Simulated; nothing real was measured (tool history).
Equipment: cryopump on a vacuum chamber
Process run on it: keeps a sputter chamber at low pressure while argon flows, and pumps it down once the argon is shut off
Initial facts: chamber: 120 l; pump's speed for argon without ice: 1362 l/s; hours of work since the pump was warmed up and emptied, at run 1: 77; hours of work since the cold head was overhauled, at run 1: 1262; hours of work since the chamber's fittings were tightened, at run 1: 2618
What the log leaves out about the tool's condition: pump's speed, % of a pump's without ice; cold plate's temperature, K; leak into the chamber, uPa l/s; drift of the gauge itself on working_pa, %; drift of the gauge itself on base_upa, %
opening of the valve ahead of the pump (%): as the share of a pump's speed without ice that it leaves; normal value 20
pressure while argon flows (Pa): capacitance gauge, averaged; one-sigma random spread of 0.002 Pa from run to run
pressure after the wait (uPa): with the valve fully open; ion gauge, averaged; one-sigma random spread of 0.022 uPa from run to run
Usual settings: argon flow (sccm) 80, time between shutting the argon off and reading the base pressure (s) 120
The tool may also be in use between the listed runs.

run	hour	argon flow (sccm)	time between shutting the argon off and reading the base pressure (s)	opening of the valve ahead of the pump (%)	hours of work since the pump was warmed up and emptied	hours of work since the cold head was overhauled	hours of work since the chamber's fittings were tightened	pressure while argon flows (Pa)	pressure after the wait (uPa)
1	0	80	120	20	77	1262	2618	0.4969	2.15
2	53.9	80	120	20	119	1304	2660	0.5032	2.23
3	107.7	80	120	20	160	1345	2701	0.5015	2.29
4	161.3	80	120	20	202	1387	2743	0.5027	2.26
5	205.6	80	120	20	236	1421	2777	0.504	2.29
6	237.8	87	120	20	261	1446	2802	0.546	2.29
7	281.9	80	120	20	295	1480	2836	0.5069	2.34
8	332.1	80	120	20	334	1519	2875	0.5101	2.35
9	366.6	114	120	20	360	1545	2901	0.7214	2.49
10	400.1	80	120	20	386	1571	2927	0.5098	2.51
11	438.7	80	120	20	416	1601	2957	0.5106	2.55
12	465.3	80	120	20	436	1622	2978	0.5053	2.61
13	516.2	80	120	20	476	1661	3017	0.5106	2.58
14	540.4	80	22	20	494	1680	3036	0.5111	4.4
15	573.9	80	22	20	520	1706	3061	0.5115	4.48
16	603.4	66	22	20	543	1728	3084	0.4247	4.44
17	651.5	67	227	46	580	1766	3121	0.1936	2.46
18	676.6	106	120	41	600	1785	3141	0.346	2.76
19	709.5	106	120	41	625	1810	3166	0.3465	2.71
20	741.5	80	225	20	650	1835	3191	0.5123	2.63
21	764.7	80	46	20	668	1853	3209	0.5173	3.51
22	817.5	145	85	20	708	1894	3250	0.935	3.06
23	869.1	145	85	54	748	1934	3289	0.3724	3.04
24	901.4	145	49	20	773	1958	3314	0.9309	3.49
# hour 922.2: leaking fittings of the chamber tightened, without venting
25	955.9	145	49	20	814	1999	26	0.9375	1.41
26	983.6	145	49	20	835	2020	47	0.941	1.45
27	1023.9	80	125	20	866	2052	78	0.5228	0.78

Each row is a separate what-if for the run after 27, all from the same tool condition, not one after another. Results?
A	1071.4	80	68	43	903	2088	115	?	?
B	1071.4	80	38	21	903	2088	115	?	?
C	1071.4	127	157	51	903	2088	115	?	?

run	pressure while argon flows (Pa)	pressure after the wait (uPa)
A	0.2577	1.21
B	0.4987	1.78
C	0.352	0.68
Without the tool's hidden state the same runs would have given:
run	pressure while argon flows (Pa)	pressure after the wait (uPa)
A	0.2314	1
B	0.4724	1.57
C	0.3103	0.48
